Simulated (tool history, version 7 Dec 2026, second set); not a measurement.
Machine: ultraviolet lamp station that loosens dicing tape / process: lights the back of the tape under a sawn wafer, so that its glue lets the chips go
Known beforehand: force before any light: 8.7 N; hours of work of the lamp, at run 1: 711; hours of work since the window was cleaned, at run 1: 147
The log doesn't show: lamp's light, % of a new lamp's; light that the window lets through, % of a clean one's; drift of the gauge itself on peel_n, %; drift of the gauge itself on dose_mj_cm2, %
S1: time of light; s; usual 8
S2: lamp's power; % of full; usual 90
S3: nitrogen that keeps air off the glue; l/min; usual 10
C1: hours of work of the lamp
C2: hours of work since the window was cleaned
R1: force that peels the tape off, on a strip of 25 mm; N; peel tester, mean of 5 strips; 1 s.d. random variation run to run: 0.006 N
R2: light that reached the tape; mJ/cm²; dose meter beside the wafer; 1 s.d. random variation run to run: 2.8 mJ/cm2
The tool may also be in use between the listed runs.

| run | hour | S1 | S2 | S3 | C1 | C2 | R1 | R2 |
|---|---|---|---|---|---|---|---|---|
| 1 | 0 | 8 | 90 | 10 | 711 | 147 | 0.309 | 292 |
| 2 | 28.3 | 8 | 90 | 10 | 731 | 166 | 0.306 | 298 |
| 3 | 54.6 | 14 | 90 | 10 | 749 | 184 | 0.133 | 505 |
| 4 | 112.1 | 8 | 90 | 10 | 788 | 223 | 0.332 | 280 |
| 5 | 161.6 | 8 | 90 | 10 | 821 | 257 | 0.363 | 279 |
| 6 | 214.6 | 8 | 90 | 10 | 858 | 293 | 0.368 | 269 |
| 7 | 264.8 | 8 | 90 | 10 | 892 | 327 | 0.391 | 265 |
| 8 | 307.3 | 8 | 90 | 10 | 921 | 356 | 0.398 | 258 |
| 9 | 350.4 | 8 | 90 | 10 | 950 | 386 | 0.44 | 254 |
| 10 | 409.3 | 8 | 90 | 10 | 990 | 426 | 0.456 | 250 |
| 11 | 452.3 | 8 | 90 | 10 | 1019 | 455 | 0.474 | 239 |
|  | 481.5 | lamp changed |
| 12 | 496.9 | 8 | 90 | 10 | 10 | 485 | 0.197 | 355 |
| 13 | 529.3 | 8 | 90 | 4 | 33 | 507 | 0.497 | 348 |
|  | 552.1 | window cleaned of glue's vapour |
| 14 | 579 | 8 | 91 | 4 | 66 | 18 | 0.366 | 393 |
| 15 | 629.8 | 8 | 91 | 4 | 101 | 53 | 0.415 | 388 |
| 16 | 694.2 | 8 | 90 | 10 | 145 | 97 | 0.192 | 369 |
| 17 | 757.3 | 8 | 90 | 10 | 188 | 140 | 0.203 | 365 |
| 18 | 791.5 | 8 | 90 | 10 | 211 | 163 | 0.199 | 355 |
| 19 | 836.1 | 8 | 90 | 10 | 241 | 193 | 0.212 | 352 |
| 20 | 871.4 | 8 | 85 | 10 | 265 | 218 | 0.24 | 325 |
| 21 | 903.7 | 8 | 90 | 10 | 287 | 240 | 0.214 | 342 |
| 22 | 961 | 8 | 90 | 10 | 326 | 279 | 0.24 | 337 |
| 23 | 1019.8 | 7 | 90 | 17 | 366 | 319 | 0.214 | 288 |
| 24 | 1073.2 | 7 | 72 | 19 | 403 | 355 | 0.321 | 224 |
| 25 | 1117.4 | 5 | 85 | 19 | 433 | 385 | 0.503 | 188 |
| 26 | 1180.7 | 14 | 99 | 10 | 476 | 428 | 0.132 | 588 |
| 27 | 1207.9 | 14 | 99 | 10 | 495 | 447 | 0.133 | 585 |
| 28 | 1253.1 | 9 | 66 | 7 | 525 | 478 | 0.67 | 247 |
| 29 | 1316.3 | 7 | 90 | 10 | 568 | 521 | 0.437 | 256 |
|  | 1321.8 | window cleaned of glue's vapour |
| 30 | 1376.7 | 7 | 90 | 10 | 609 | 37 | 0.325 | 282 |
| 31 | 1430.6 | 9 | 84 | 6 | 646 | 74 | 0.387 | 326 |
| 32 | 1462.7 | 9 | 84 | 6 | 668 | 96 | 0.393 | 323 |
| 33 | 1494 | 8 | 71 | 10 | 689 | 117 | 0.507 | 235 |
| 34 | 1522.2 | 14 | 64 | 5 | 708 | 136 | 0.368 | 372 |
| 35 | 1562.5 | 14 | 63 | 5 | 736 | 164 | 0.364 | 362 |
| 36 | 1614.5 | 12 | 72 | 5 | 771 | 199 | 0.423 | 349 |
| 37 | 1652.1 | 12 | 72 | 10 | 797 | 225 | 0.235 | 341 |
| 38 | 1688.3 | 7 | 72 | 20 | 821 | 250 | 0.442 | 195 |
| 39 | 1745.8 | 5 | 90 | 5 | 861 | 289 | 1.775 | 172 |
| 40 | 1786.9 | 5 | 90 | 5 | 889 | 317 | 1.879 | 165 |
| 41 | 1846.7 | 16 | 85 | 5 | 929 | 358 | 0.208 | 487 |
| 42 | 1911.9 | 8 | 75 | 7 | 974 | 402 | 0.93 | 207 |
| 43 | 1954.8 | 5 | 68 | 4 | 1003 | 431 | 3.255 | 119 |

Consider 4 possible next runs. They are alternatives, not a sequence: every one starts from the tool as it was left by run 43. What does each give?
| A | 1991.6 | 5 | 86 | 5 | 1028 | 456 | ? | ? |
| B | 1991.6 | 4 | 76 | 10 | 1028 | 456 | ? | ? |
| C | 1991.6 | 4 | 83 | 7 | 1028 | 456 | ? | ? |
| D | 1991.6 | 6 | 68 | 5 | 1028 | 456 | ? | ? |

| run | R1 | R2 |
|---|---|---|
| A | 2.149 | 142 |
| B | 2.323 | 102 |
| C | 2.585 | 111 |
| D | 2.405 | 137 |
Take away the tool's hidden state, keep each run's random variation, and the runs would have read:
| run | R1 | R2 |
|---|---|---|
| A | 0.897 | 241 |
| B | 1.006 | 172 |
| C | 1.163 | 187 |
| D | 1.034 | 230 |

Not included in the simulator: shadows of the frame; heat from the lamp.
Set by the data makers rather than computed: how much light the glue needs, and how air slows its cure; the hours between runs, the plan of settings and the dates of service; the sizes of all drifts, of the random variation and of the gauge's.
